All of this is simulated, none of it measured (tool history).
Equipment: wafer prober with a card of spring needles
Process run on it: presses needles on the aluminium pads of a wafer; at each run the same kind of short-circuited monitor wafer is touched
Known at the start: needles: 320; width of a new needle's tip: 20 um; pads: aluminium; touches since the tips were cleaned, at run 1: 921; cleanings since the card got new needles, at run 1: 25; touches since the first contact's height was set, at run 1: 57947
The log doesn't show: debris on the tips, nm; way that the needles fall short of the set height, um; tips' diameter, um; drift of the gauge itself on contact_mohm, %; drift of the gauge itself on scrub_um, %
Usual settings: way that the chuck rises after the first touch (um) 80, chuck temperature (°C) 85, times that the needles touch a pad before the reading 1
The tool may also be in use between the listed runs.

run   hour  way that the chuck rises after the first touch (um)  chuck temperature (°C)  times that the needles touch a pad before the reading  touches since the tips were cleaned  cleanings since the card got new needles  touches since the first contact's height was set  resistance of one needle with its contact and lead (mohm)  way that a needle slides on the pad (um)
  1      0                                                   80                      85                                                      1                                  921                                        25                                             57947                                                        371                                     10.97
      22.1  -- tips cleaned on abrasive film
  2   41.8                                                   80                      85                                                      1                                 4520                                        26                                             67530                                                        460                                     10.94
      49.4  -- tips cleaned on abrasive film
  3     63                                                   80                      85                                                      1                                 3145                                        27                                             72389                                                        436                                     10.93
      75.1  -- tips cleaned on abrasive film
  4   83.4                                                   80                      85                                                      1                                 1917                                        28                                             77052                                                        426                                     10.87
     100.1  -- tips cleaned on abrasive film
  5  119.5                                                   80                      85                                                      1                                 4463                                        29                                             85321                                                        456                                     10.91
     125.9  -- tips cleaned on abrasive film
     152.6  -- tips cleaned on abrasive film
  6  158.9                                                   80                      85                                                      1                                 1454                                        31                                             94325                                                        392                                     10.89
     178.9  -- tips cleaned on abrasive film
  7  187.8                                                   80                      85                                                      1                                 2060                                        32                                            100949                                                        421                                     10.84
     203.9  -- height of the first contact set anew
     205.7  -- tips cleaned on abrasive film
  8  229.9                                                   80                      85                                                      2                                 5561                                        33                                              5962                                                        379                                     11.07
     231.8  -- tips cleaned on abrasive film
       259  -- tips cleaned on abrasive film
  9    262                                                   80                      85                                                      2                                  703                                        35                                             13296                                                        320                                     11.06
 10  283.7                                                   80                      85                                                      2                                 5678                                        35                                             18271                                                        386                                     11.04
       286  -- tips cleaned on abrasive film
 11  304.7                                                   80                      85                                                      2                                 4291                                        36                                             23076                                                        380                                     11.04
     311.8  -- tips cleaned on abrasive film
 12  329.3                                                   83                      31                                                      2                                 4030                                        37                                             28713                                                        365                                     11.44
     337.6  -- tips cleaned on abrasive film
     363.8  -- tips cleaned on abrasive film
 13  363.8                                                   61                      59                                                      3                                    0                                        39                                             36590                                                        273                                      8.36
     389.3  -- tips cleaned on abrasive film
 14  405.1                                                   61                      48                                                      2                                 3645                                        40                                             46065                                                        459                                      8.34
     415.7  -- tips cleaned on abrasive film
     441.9  -- tips cleaned on abrasive film
 15  442.1                                                   82                     109                                                      2                                   52                                        42                                             54518                                                        282                                      11.2
     469.5  -- tips cleaned on abrasive film
 16  474.3                                                   64                     124                                                      2                                 1088                                        43                                             61885                                                        375                                       8.7
       495  -- tips cleaned on abrasive film
 17    495                                                   68                      85                                                      2                                    0                                        44                                             66633                                                        274                                      9.29

Forecast run 18:
 18  514.4                                                   68                      85                                                      2                                 4440                                        44                                             71073                                                          ?                                         ?

{"run 18": {"resistance of one needle with its contact and lead (mohm)": 434, "way that a needle slides on the pad (um)": 9.29}}
Had the tool carried no hidden state, the very same run would have given resistance of one needle with its contact and lead (mohm) 265, way that a needle slides on the pad (um) 9.47.
